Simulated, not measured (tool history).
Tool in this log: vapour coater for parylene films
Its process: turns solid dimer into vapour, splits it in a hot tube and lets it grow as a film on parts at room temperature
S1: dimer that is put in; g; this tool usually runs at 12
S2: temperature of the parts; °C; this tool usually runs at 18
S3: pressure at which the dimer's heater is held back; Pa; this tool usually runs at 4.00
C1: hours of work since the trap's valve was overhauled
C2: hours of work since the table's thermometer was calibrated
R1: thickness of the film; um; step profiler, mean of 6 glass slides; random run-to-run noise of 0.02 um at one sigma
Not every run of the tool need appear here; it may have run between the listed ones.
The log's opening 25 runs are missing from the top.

run     day  S1  S2    S3   C1   C2    R1
 26  15.750  17  26  4.68   55  336  3.30
 27  16.350  12  22  7.41   63  343  2.70
 28  17.217  12  22  7.41   73  354  2.70
 29  17.858  15  13  4.15   81  362  5.06
 30  18.646  14  18  4.00   91  372  3.82
 31  19.000  14  18  4.00   96  376  3.82
 32  19.442  14  14  2.39  101  382  4.60
 33  19.971  14  14  2.39  108  388  4.60
 34  20.600  14  14  2.39  116  396  4.58
 35  21.400  14  16  3.66  126  406  4.14
 36  21.771  17  15  4.85  130  411  5.09
 37  22.625  12  18  2.32  141  421  3.29
 38  23.046   5  11  3.59  146  426  1.77
 39  23.604  14  28  4.02  153  433  2.40
 40  24.200  14  28  4.02  160  441  2.40
 41  24.875   8  18  5.45  169  449  2.07

Alternative continuations, all from the tool just after run 41; predict every row:
  A  25.533  13  15  2.17  177  457   ?
  B  25.533   8  18  3.04  177  457   ?
  C  25.533  14  21  4.00  177  457   ?

run    R1
  A  3.98
  B  2.12
  C  3.22
Take away the tool's hidden state, keep each run's random variation, and the runs would have read:
run    R1
  A  4.24
  B  2.26
  C  3.43
